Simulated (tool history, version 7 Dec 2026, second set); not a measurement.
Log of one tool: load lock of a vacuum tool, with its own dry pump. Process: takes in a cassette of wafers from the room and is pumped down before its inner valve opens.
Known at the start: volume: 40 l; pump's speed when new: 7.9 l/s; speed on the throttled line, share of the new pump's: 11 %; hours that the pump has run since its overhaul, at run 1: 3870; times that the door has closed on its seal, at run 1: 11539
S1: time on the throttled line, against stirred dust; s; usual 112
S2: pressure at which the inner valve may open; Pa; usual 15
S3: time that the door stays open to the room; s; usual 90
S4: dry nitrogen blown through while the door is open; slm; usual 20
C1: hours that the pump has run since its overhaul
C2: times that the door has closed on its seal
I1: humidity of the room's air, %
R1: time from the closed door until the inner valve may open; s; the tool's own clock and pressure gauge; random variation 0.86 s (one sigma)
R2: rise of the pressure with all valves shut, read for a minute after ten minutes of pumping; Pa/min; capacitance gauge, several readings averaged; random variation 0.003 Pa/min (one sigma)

run 1 hour=0 | S1=112 S2=15 S3=90 S4=20 | C1=3870 C2=11539 | I1=45.4 | R1=145 R2=0.026
run 2 hour=100.2 | S1=112 S2=15 S3=181 S4=20 | C1=3970 C2=12014 | I1=46.5 | R1=145.3 R2=0.037
run 3 hour=166 | S1=112 S2=15 S3=116 S4=20 | C1=4036 C2=12326 | I1=42.7 | R1=144.4 R2=0.028
run 4 hour=233.8 | S1=112 S2=15 S3=116 S4=20 | C1=4104 C2=12647 | I1=45.9 | R1=145 R2=0.026
run 5 hour=323.3 | S1=112 S2=25 S3=90 S4=20 | C1=4193 C2=13072 | I1=43.2 | R1=141.3 R2=0.026
run 6 hour=429.1 | S1=112 S2=25 S3=90 S4=20 | C1=4299 C2=13573 | I1=43 | R1=142.3 R2=0.027
run 7 hour=540.3 | S1=112 S2=25 S3=90 S4=20 | C1=4410 C2=14100 | I1=45.1 | R1=141.1 R2=0.023
run 8 hour=591.9 | S1=112 S2=25 S3=90 S4=20 | C1=4462 C2=14345 | I1=44.4 | R1=142.9 R2=0.023
run 9 hour=674.5 | S1=132 S2=15 S3=90 S4=20 | C1=4544 C2=14736 | I1=43.5 | R1=163 R2=0.027
run 10 hour=798.7 | S1=132 S2=15 S3=90 S4=32 | C1=4669 C2=15325 | I1=43.1 | R1=161.5 R2=0.018
run 11 hour=880.4 | S1=132 S2=15 S3=90 S4=32 | C1=4750 C2=15713 | I1=44.2 | R1=161.2 R2=0.023
run 12 hour=974.7 | S1=112 S2=15 S3=90 S4=20 | C1=4845 C2=16160 | I1=42.7 | R1=143.8 R2=0.025
run 13 hour=1098.1 | S1=112 S2=15 S3=90 S4=20 | C1=4968 C2=16744 | I1=42.2 | R1=144.3 R2=0.023
run 14 hour=1154.1 | S1=112 S2=15 S3=90 S4=6 | C1=5024 C2=17010 | I1=43.3 | R1=144 R2=0.044
run 15 hour=1219.7 | S1=112 S2=15 S3=90 S4=6 | C1=5090 C2=17321 | I1=48.4 | R1=145.5 R2=0.045
run 16 hour=1346.3 | S1=112 S2=15 S3=90 S4=6 | C1=5216 C2=17921 | I1=46.8 | R1=143 R2=0.048
run 17 hour=1443.9 | S1=112 S2=15 S3=90 S4=20 | C1=5314 C2=18384 | I1=47.4 | R1=144.3 R2=0.025
run 18 hour=1551.5 | S1=133 S2=15 S3=90 S4=20 | C1=5421 C2=18894 | I1=41.7 | R1=163.2 R2=0.029
run 19 hour=1666.1 | S1=112 S2=15 S3=90 S4=20 | C1=5536 C2=19437 | I1=45.6 | R1=143.6 R2=0.027
run 20 hour=1772.2 | S1=105 S2=16 S3=200 S4=11 | C1=5642 C2=19940 | I1=44.9 | R1=138.1 R2=0.048
run 21 hour=1852.1 | S1=219 S2=15 S3=90 S4=9 | C1=5722 C2=20319 | I1=47.7 | R1=239.2 R2=0.043
run 22 hour=1963.7 | S1=121 S2=15 S3=90 S4=9 | C1=5834 C2=20848 | I1=42.8 | R1=151.6 R2=0.037
run 23 hour=2084.9 | S1=114 S2=23 S3=107 S4=5 | C1=5955 C2=21422 | I1=46 | R1=143.4 R2=0.055
run 24 hour=2178.5 | S1=114 S2=23 S3=107 S4=5 | C1=6049 C2=21866 | I1=48.3 | R1=144.5 R2=0.051
run 25 hour=2306.5 | S1=114 S2=23 S3=107 S4=5 | C1=6177 C2=22473 | I1=43.1 | R1=144.4 R2=0.048
run 26 hour=2392.9 | S1=112 S2=15 S3=90 S4=43 | C1=6263 C2=22882 | I1=47.5 | R1=143.2 R2=0.018
run 27 hour=2488.6 | S1=75 S2=12 S3=196 S4=20 | C1=6359 C2=23336 | I1=45 | R1=112.1 R2=0.033
run 28 hour=2596.6 | S1=75 S2=12 S3=196 S4=20 | C1=6467 C2=23848 | I1=43.9 | R1=113.2 R2=0.032
run 29 hour=2685.6 | S1=75 S2=12 S3=196 S4=20 | C1=6556 C2=24269 | I1=46.9 | R1=112.6 R2=0.031
run 30 hour=2785.3 | S1=75 S2=12 S3=196 S4=20 | C1=6655 C2=24742 | I1=42.7 | R1=112.2 R2=0.033
run 31 hour=2885.7 | S1=75 S2=12 S3=196 S4=20 | C1=6756 C2=25218 | I1=45.2 | R1=112.8 R2=0.037
run 32 hour=2964 | S1=75 S2=12 S3=196 S4=20 | C1=6834 C2=25589 | I1=43.3 | R1=113.2 R2=0.035
run 33 hour=3082.8 | S1=112 S2=15 S3=90 S4=27 | C1=6953 C2=26152 | I1=45.6 | R1=145.5 R2=0.022
run 34 hour=3200.1 | S1=84 S2=15 S3=164 S4=9 | C1=7070 C2=26708 | I1=42.1 | R1=119.5 R2=0.047
run 35 hour=3282.4 | S1=112 S2=23 S3=90 S4=20 | C1=7152 C2=27098 | I1=46.7 | R1=141 R2=0.025
-- hour=3296.5 door's seal changed, seat wiped
run 36 hour=3376.7 | S1=101 S2=23 S3=97 S4=6 | C1=7245 C2=381 | I1=45.4 | R1=132.1 R2=0.049
run 37 hour=3483.1 | S1=70 S2=15 S3=97 S4=6 | C1=7352 C2=885 | I1=39.4 | R1=106.8 R2=0.04

How the hidden state differs across the entries between the runs, from the last listed run before each to the first after it:
Between runs 35 and 36: door's seal changed, seat wiped (hour 3296.5)
  leak at the door's seal, Pa l/s: 0.0028 -> 0.002

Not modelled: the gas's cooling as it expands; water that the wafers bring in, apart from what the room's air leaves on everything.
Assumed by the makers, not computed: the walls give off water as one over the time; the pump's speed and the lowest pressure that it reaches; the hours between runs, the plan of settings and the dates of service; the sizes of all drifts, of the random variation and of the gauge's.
